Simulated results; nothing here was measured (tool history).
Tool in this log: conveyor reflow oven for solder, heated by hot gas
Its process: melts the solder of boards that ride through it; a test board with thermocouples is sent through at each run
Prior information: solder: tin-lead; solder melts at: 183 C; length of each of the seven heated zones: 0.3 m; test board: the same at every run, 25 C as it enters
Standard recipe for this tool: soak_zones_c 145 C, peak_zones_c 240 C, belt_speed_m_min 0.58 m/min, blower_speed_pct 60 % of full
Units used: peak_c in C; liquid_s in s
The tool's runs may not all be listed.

{"run": 1, "hour": 0.0, "soak_zones_c": 145, "peak_zones_c": 240, "belt_speed_m_min": 0.58, "blower_speed_pct": 60, "peak_c": 220.49, "liquid_s": 50.08}
{"run": 2, "hour": 30.0, "soak_zones_c": 145, "peak_zones_c": 240, "belt_speed_m_min": 0.58, "blower_speed_pct": 81, "peak_c": 225.58, "liquid_s": 53.35}
{"run": 3, "hour": 79.3, "soak_zones_c": 145, "peak_zones_c": 240, "belt_speed_m_min": 0.58, "blower_speed_pct": 75, "peak_c": 224.31, "liquid_s": 52.6}
{"run": 4, "hour": 125.9, "soak_zones_c": 145, "peak_zones_c": 240, "belt_speed_m_min": 0.58, "blower_speed_pct": 75, "peak_c": 224.4, "liquid_s": 52.67}
{"run": 5, "hour": 166.5, "soak_zones_c": 145, "peak_zones_c": 250, "belt_speed_m_min": 0.58, "blower_speed_pct": 75, "peak_c": 233.26, "liquid_s": 56.61}
{"hour": 203.9, "done": "flux residue cleaned out of gas plates and filters"}
{"run": 6, "hour": 237.4, "soak_zones_c": 145, "peak_zones_c": 250, "belt_speed_m_min": 0.58, "blower_speed_pct": 75, "peak_c": 233.12, "liquid_s": 56.57}
{"run": 7, "hour": 286.8, "soak_zones_c": 145, "peak_zones_c": 244, "belt_speed_m_min": 0.58, "blower_speed_pct": 60, "peak_c": 223.76, "liquid_s": 52.11}
{"run": 8, "hour": 347.1, "soak_zones_c": 145, "peak_zones_c": 244, "belt_speed_m_min": 0.58, "blower_speed_pct": 60, "peak_c": 223.97, "liquid_s": 52.07}
{"hour": 402.6, "done": "belt drive overhauled, speed set with a stopwatch"}
{"run": 9, "hour": 417.0, "soak_zones_c": 145, "peak_zones_c": 244, "belt_speed_m_min": 0.58, "blower_speed_pct": 60, "peak_c": 223.86, "liquid_s": 52.04}
{"run": 10, "hour": 462.5, "soak_zones_c": 137, "peak_zones_c": 238, "belt_speed_m_min": 0.483, "blower_speed_pct": 60, "peak_c": 223.2, "liquid_s": 60.19}
{"run": 11, "hour": 508.0, "soak_zones_c": 137, "peak_zones_c": 238, "belt_speed_m_min": 0.483, "blower_speed_pct": 60, "peak_c": 223.2, "liquid_s": 60.06}
{"run": 12, "hour": 572.7, "soak_zones_c": 144, "peak_zones_c": 237, "belt_speed_m_min": 0.483, "blower_speed_pct": 74, "peak_c": 226.41, "liquid_s": 64.64}
{"run": 13, "hour": 608.9, "soak_zones_c": 144, "peak_zones_c": 237, "belt_speed_m_min": 0.483, "blower_speed_pct": 54, "peak_c": 221.86, "liquid_s": 61.51}

What will run 14 give?
{"run": 14, "hour": 642.3, "soak_zones_c": 151, "peak_zones_c": 242, "belt_speed_m_min": 0.561, "blower_speed_pct": 72, "peak_c": "?", "liquid_s": "?"}

peak_c: 227.5 C
liquid_s: 57.92 s
The same run, on a tool lacking any hidden state, would have yielded peak_c 227.48 C, liquid_s 57.9 s.
